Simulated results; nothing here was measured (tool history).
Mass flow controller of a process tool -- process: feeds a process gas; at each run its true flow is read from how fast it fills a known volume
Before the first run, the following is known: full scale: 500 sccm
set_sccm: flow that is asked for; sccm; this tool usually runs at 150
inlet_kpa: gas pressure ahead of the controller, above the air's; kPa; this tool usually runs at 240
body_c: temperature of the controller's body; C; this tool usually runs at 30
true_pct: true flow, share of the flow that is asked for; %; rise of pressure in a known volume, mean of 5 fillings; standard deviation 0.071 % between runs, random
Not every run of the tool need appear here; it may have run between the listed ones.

| run | hour | set_sccm | inlet_kpa | body_c | true_pct |
|---|---|---|---|---|---|
| 1 | 0.0 | 150 | 240 | 30 | 100.25 |
| 2 | 78.7 | 150 | 240 | 30 | 100.12 |
| 3 | 242.6 | 150 | 240 | 30 | 100.06 |
| 4 | 376.1 | 150 | 240 | 30 | 100.11 |
| 5 | 487.6 | 150 | 240 | 30 | 100.16 |
| 6 | 654.4 | 150 | 240 | 30 | 100.18 |
| 7 | 804.5 | 150 | 240 | 30 | 100.24 |
| 8 | 927.7 | 150 | 240 | 30 | 100.29 |
| 9 | 1084.9 | 150 | 240 | 30 | 100.20 |
| 10 | 1189.2 | 150 | 240 | 30 | 100.39 |
| 11 | 1341.3 | 285 | 240 | 30 | 100.53 |
| 12 | 1502.2 | 285 | 240 | 30 | 100.43 |
| 13 | 1678.5 | 81 | 240 | 30 | 100.37 |
| 14 | 1754.3 | 81 | 240 | 30 | 100.42 |
| 15 | 1904.5 | 150 | 240 | 30 | 100.61 |
| 16 | 2081.9 | 399 | 240 | 26 | 100.39 |
| 17 | 2267.7 | 399 | 240 | 26 | 100.54 |

Run 18 comes next. What will it give?
| 18 | 2384.4 | 99 | 240 | 35 | ? |

true_pct: 101.21 %
With no hidden state in the tool, this same run would have given true_pct 100.53 %.
